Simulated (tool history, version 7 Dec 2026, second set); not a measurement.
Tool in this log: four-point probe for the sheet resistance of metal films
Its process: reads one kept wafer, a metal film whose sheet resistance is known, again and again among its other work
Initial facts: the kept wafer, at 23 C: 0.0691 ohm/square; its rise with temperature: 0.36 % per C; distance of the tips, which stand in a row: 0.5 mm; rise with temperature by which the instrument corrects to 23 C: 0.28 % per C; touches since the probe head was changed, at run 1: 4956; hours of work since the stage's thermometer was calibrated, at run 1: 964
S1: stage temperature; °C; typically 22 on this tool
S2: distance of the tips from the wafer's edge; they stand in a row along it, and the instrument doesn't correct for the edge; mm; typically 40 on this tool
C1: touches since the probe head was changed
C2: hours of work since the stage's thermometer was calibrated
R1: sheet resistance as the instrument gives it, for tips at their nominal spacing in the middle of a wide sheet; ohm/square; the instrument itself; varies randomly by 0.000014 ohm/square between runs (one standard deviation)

run	hour	S1	S2	C1	C2	R1
1	0.0	22	40	4956	964	0.068883
2	16.8	34	40	5209	972	0.069504
3	36.7	34	40	5509	980	0.069520
4	55.4	34	40	5790	989	0.069505
5	69.6	22	40	6004	995	0.068914
6	81.3	22	40	6181	1000	0.068925
7	100.8	22	40	6474	1009	0.068903
8	120.8	22	40	6775	1018	0.068913
9	141.0	22	40	7079	1027	0.068898
10	157.1	22	40	7322	1034	0.068908
11	171.7	22	40	7542	1040	0.068911
12	188.6	22	40	7796	1048	0.068940
13	203.5	22	40	8021	1054	0.068930
14	222.4	22	34	8305	1063	0.068934
15	238.3	22	34	8544	1070	0.068948
16	255.3	22	34	8800	1077	0.068954
17	276.1	22	51	9113	1087	0.068936
18	295.9	22	6	9412	1095	0.069175
19	306.0	22	6	9563	1100	0.069192
20	325.1	35	6	9851	1108	0.069834
21	345.7	35	6	10161	1118	0.069859
22	355.3	35	6	10306	1122	0.069859
23	369.6	35	15	10522	1128	0.069628
24	389.8	30	15	10825	1137	0.069355
25	405.6	29	10	11064	1144	0.069390
26	426.4	19	29	11377	1153	0.068787
27	449.9	19	29	11730	1164	0.068797
28	462.4	19	35	11919	1169	0.068789
29	481.9	23	9	12212	1178	0.069091
30	496.7	20	32	12435	1184	0.068846
31	511.1	28	8	12651	1191	0.069382
32	532.2	28	8	12970	1200	0.069392
33	550.4	28	8	13243	1208	0.069415
34	569.1	33	72	13526	1217	0.069505
35	590.0	22	9	13840	1226	0.069087
36	604.2	29	40	14053	1232	0.069305
37	627.5	29	40	14404	1242	0.069341
38	647.5	34	8	14705	1251	0.069707
39	664.3	19	5	14958	1259	0.069167
40	678.5	22	58	15173	1265	0.068948
41	701.0	30	48	15511	1275	0.069379

Run 42, settings as shown, results not yet in. Your forecast:
42	720.9	30	48	15811	1284	?

{"run 42": {"R1": 0.069356}}
Minus the tool's unlogged condition, the same run would have read R1 0.069450 ohm/square.

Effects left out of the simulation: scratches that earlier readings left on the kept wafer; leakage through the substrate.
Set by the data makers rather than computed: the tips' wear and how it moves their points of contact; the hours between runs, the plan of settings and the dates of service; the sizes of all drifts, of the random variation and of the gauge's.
